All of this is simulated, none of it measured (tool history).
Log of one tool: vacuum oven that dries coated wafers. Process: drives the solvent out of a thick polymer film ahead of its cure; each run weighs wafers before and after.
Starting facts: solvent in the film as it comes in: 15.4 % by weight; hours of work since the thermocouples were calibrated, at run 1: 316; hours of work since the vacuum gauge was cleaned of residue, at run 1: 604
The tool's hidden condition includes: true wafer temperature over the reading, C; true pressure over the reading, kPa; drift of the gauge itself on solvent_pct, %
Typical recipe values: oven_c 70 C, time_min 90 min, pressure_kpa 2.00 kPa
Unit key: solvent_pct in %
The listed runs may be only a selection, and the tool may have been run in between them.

run	hour	oven_c	time_min	pressure_kpa	hours of work since the thermocouples were calibrated	hours of work since the vacuum gauge was cleaned of residue	solvent_pct
1	0.0	70	90	2.00	316	604	1.17
2	30.5	69	90	2.00	329	617	1.30
3	59.0	69	90	2.00	342	630	1.30
4	87.3	61	90	2.00	354	643	2.53
5	116.5	70	90	2.00	367	655	1.20
6	151.4	70	90	5.18	383	671	1.79
7	175.0	70	90	2.00	393	681	1.19
8	199.8	70	90	2.00	404	692	1.20
9	226.1	77	77	2.00	416	704	0.82
10	261.7	77	148	1.40	431	720	0.27
11	282.2	70	68	2.03	440	729	1.95
12	300.0	70	90	3.57	448	736	1.51
13	327.8	70	110	2.33	461	749	0.93
14	347.3	72	90	2.00	469	757	1.00
15	367.3	71	90	2.00	478	766	1.11
16	392.3	77	83	2.77	489	777	0.84

3 options for the next run, each taken on its own from the tool as it stands now. Forecast them:
A	419.6	72	51	3.84	501	789	?
B	419.6	75	70	2.88	501	789	?
C	419.6	77	79	5.10	501	789	?

run	solvent_pct
A	2.92
B	1.38
C	1.26
Had the tool no hidden state, the same runs would have come out as:
run	solvent_pct
A	2.80
B	1.29
C	1.19
